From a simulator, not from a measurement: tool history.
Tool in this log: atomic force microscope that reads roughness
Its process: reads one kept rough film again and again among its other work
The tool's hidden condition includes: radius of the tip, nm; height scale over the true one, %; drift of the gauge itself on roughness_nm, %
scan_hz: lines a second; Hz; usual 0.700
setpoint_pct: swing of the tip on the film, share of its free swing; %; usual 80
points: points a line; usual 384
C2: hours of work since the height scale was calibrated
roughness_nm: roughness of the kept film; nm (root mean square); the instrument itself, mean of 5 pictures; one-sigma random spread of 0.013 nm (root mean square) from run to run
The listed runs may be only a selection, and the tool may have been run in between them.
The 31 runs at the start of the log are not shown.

Run 32, hour 536.9: usual settings but scan_hz 3.211 Hz, points 624; pictures with this tip 110; C2 722. Result: roughness_nm 2.611 nm (root mean square).
Run 33, hour 554.6: usual settings but scan_hz 3.211 Hz, points 624; pictures with this tip 132; C2 733. Result: roughness_nm 2.602 nm (root mean square).
At hour 562.1: new tip fitted.
Run 34, hour 566.1: usual settings but scan_hz 3.211 Hz, setpoint_pct 76 %, points 624; pictures with this tip 5; C2 740. Result: roughness_nm 2.802 nm (root mean square).
Run 35, hour 589.1: usual settings but scan_hz 0.596 Hz, setpoint_pct 88 %, points 265; pictures with this tip 33; C2 754. Result: roughness_nm 3.112 nm (root mean square).
Run 36, hour 603.0: usual settings but points 725; pictures with this tip 50; C2 763. Result: roughness_nm 3.122 nm (root mean square).
Run 37, hour 626.6: usual settings but points 725; pictures with this tip 78; C2 777. Result: roughness_nm 3.086 nm (root mean square).
Run 38, hour 651.5: usual settings but scan_hz 1.949 Hz, points 497; pictures with this tip 109; C2 792. Result: roughness_nm 2.830 nm (root mean square).
Run 39, hour 672.9: usual settings but scan_hz 3.132 Hz, setpoint_pct 67 %, points 766; pictures with this tip 135; C2 806. Result: roughness_nm 2.878 nm (root mean square).
At hour 678.2: new tip fitted.
Run 40, hour 692.0: usual settings but points 365; pictures with this tip 17; C2 817. Result: roughness_nm 3.144 nm (root mean square).
Run 41, hour 717.3: usual settings but scan_hz 0.847 Hz, setpoint_pct 62 %, points 440; pictures with this tip 48; C2 832. Result: roughness_nm 3.231 nm (root mean square).
Run 42, hour 735.7: usual settings but scan_hz 0.847 Hz, setpoint_pct 62 %, points 440; pictures with this tip 70; C2 844. Result: roughness_nm 3.167 nm (root mean square).
Run 43, hour 748.9: usual settings but scan_hz 0.847 Hz, setpoint_pct 62 %, points 440; pictures with this tip 86; C2 852. Result: roughness_nm 3.157 nm (root mean square).
Run 44, hour 773.7: usual settings but scan_hz 2.106 Hz, setpoint_pct 60 %; pictures with this tip 116; C2 867. Result: roughness_nm 3.031 nm (root mean square).
Run 45, hour 785.7: usual settings but scan_hz 2.106 Hz, setpoint_pct 58 %; pictures with this tip 131; C2 875. Result: roughness_nm 3.067 nm (root mean square).
At hour 793.8: new tip fitted.
Run 46, hour 807.5: usual settings but scan_hz 2.677 Hz, setpoint_pct 87 %, points 681; pictures with this tip 16; C2 888. Result: roughness_nm 2.621 nm (root mean square).
Run 47, hour 824.0: usual settings but scan_hz 1.908 Hz, setpoint_pct 64 %, points 400; pictures with this tip 36; C2 898. Result: roughness_nm 3.108 nm (root mean square).
Run 48, hour 848.3: usual settings but scan_hz 1.908 Hz, setpoint_pct 64 %, points 400; pictures with this tip 66; C2 913. Result: roughness_nm 3.081 nm (root mean square).
Run 49, hour 870.5: usual settings but scan_hz 2.731 Hz, setpoint_pct 68 %, points 865; pictures with this tip 93; C2 926. Result: roughness_nm 2.925 nm (root mean square).
Run 50, hour 886.6: usual settings but scan_hz 1.237 Hz, setpoint_pct 77 %, points 257; pictures with this tip 112; C2 936. Result: roughness_nm 2.980 nm (root mean square).

4 options for the next run, each taken on its own from the tool as it stands now. Forecast them:
Run A, hour 904.6: usual settings but scan_hz 1.237 Hz, setpoint_pct 77 %, points 270; pictures with this tip 134; C2 947. Result: roughness_nm ?.
Run B, hour 904.6: usual settings but scan_hz 0.938 Hz, setpoint_pct 77 %, points 349; pictures with this tip 134; C2 947. Result: roughness_nm ?.
Run C, hour 904.6: usual settings but scan_hz 3.705 Hz, setpoint_pct 89 %, points 530; pictures with this tip 134; C2 947. Result: roughness_nm ?.
Run D, hour 904.6: usual settings but scan_hz 1.237 Hz, setpoint_pct 70 %, points 325; pictures with this tip 134; C2 947. Result: roughness_nm ?.

run  roughness_nm
  A         2.941
  B         2.987
  C         2.273
  D         3.016
With no hidden state in the tool, these same runs would have given:
run  roughness_nm
  A         3.101
  B         3.149
  C         2.397
  D         3.180
